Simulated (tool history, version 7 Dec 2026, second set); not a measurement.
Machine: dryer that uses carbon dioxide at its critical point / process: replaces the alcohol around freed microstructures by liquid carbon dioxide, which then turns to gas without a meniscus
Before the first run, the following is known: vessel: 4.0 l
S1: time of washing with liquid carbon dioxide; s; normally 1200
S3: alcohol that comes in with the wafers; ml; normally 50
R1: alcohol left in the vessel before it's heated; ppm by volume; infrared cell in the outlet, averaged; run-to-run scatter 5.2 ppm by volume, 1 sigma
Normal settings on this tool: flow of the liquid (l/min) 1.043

Run 1, hour 0: usual settings. Result: R1 133 ppm by volume.
Run 2, hour 10.6: usual settings but S3 27 ml. Result: R1 79 ppm by volume.
Run 3, hour 21.5: usual settings but S3 67 ml. Result: R1 189 ppm by volume.
Run 4, hour 27.5: usual settings but S3 109 ml. Result: R1 290 ppm by volume.
Run 5, hour 35.1: usual settings but S3 109 ml. Result: R1 296 ppm by volume.
Run 6, hour 44.1: usual settings but flow of the liquid (l/min) 0.93. Result: R1 238 ppm by volume.
Run 7, hour 54.7: usual settings. Result: R1 149 ppm by volume.
Run 8, hour 67.6: usual settings. Result: R1 153 ppm by volume.
Run 9, hour 80.3: usual settings. Result: R1 159 ppm by volume.
Run 10, hour 93.9: usual settings. Result: R1 152 ppm by volume.
Run 11, hour 103.1: usual settings. Result: R1 162 ppm by volume.
Run 12, hour 111.5: usual settings but S1 1320 s. Result: R1 122 ppm by volume.
Run 13, hour 122.3: usual settings but S1 1320 s. Result: R1 117 ppm by volume.
Run 14, hour 130: usual settings. Result: R1 157 ppm by volume.
Run 15, hour 139.8: usual settings but S3 101 ml. Result: R1 313 ppm by volume.
Run 16, hour 147.9: usual settings. Result: R1 162 ppm by volume.
Run 17, hour 157.7: usual settings. Result: R1 173 ppm by volume.
Run 18, hour 164: usual settings. Result: R1 177 ppm by volume.
Run 19, hour 171.2: usual settings but flow of the liquid (l/min) 0.75. Result: R1 568 ppm by volume.
Run 20, hour 179: usual settings but S1 1680 s, flow of the liquid (l/min) 0.75. Result: R1 185 ppm by volume.
Run 21, hour 192.3: usual settings but S1 1860 s, flow of the liquid (l/min) 0.75, S3 56 ml. Result: R1 146 ppm by volume.
Run 22, hour 201.6: usual settings but S1 1860 s, flow of the liquid (l/min) 0.75, S3 56 ml. Result: R1 152 ppm by volume.
Run 23, hour 211.2: usual settings but S1 1860 s, flow of the liquid (l/min) 0.75, S3 56 ml. Result: R1 152 ppm by volume.
Run 24, hour 222.5: usual settings but S1 780 s, flow of the liquid (l/min) 0.68, S3 41 ml. Result: R1 1714 ppm by volume.
At hour 232: inlet filter changed.
Run 25, hour 236.3: usual settings but S1 780 s, flow of the liquid (l/min) 0.68, S3 41 ml. Result: R1 1324 ppm by volume.
Run 26, hour 247.8: usual settings but S1 780 s, flow of the liquid (l/min) 0.68, S3 41 ml. Result: R1 1302 ppm by volume.
Run 27, hour 254.8: usual settings but S1 1080 s, flow of the liquid (l/min) 1.12, S3 41 ml. Result: R1 109 ppm by volume.
Run 28, hour 262.2: usual settings but S1 1920 s, flow of the liquid (l/min) 1.3, S3 41 ml. Result: R1 21 ppm by volume.
Run 29, hour 267.8: usual settings but S1 1560 s, flow of the liquid (l/min) 1.54, S3 44 ml. Result: R1 43 ppm by volume.
Run 30, hour 273.9: usual settings but S1 1560 s, flow of the liquid (l/min) 1.54, S3 44 ml. Result: R1 31 ppm by volume.
Run 31, hour 281.9: usual settings but S1 1860 s, flow of the liquid (l/min) 1.54, S3 26 ml. Result: R1 33 ppm by volume.

Below are 3 alternative next runs, each starting from the tool's condition after run 31. Predict each:
Run A, hour 289.9: usual settings but S1 1020 s, flow of the liquid (l/min) 0.67, S3 30 ml. Result: R1 ?.
Run B, hour 289.9: usual settings but S1 900 s, flow of the liquid (l/min) 1.24, S3 29 ml. Result: R1 ?.
Run C, hour 289.9: usual settings but S1 960 s, flow of the liquid (l/min) 1.54, S3 26 ml. Result: R1 ?.

run   R1
  A  577
  B  105
  C   47
Had the tool no hidden state, the same runs would have come out as:
run   R1
  A  525
  B   71
  C   17
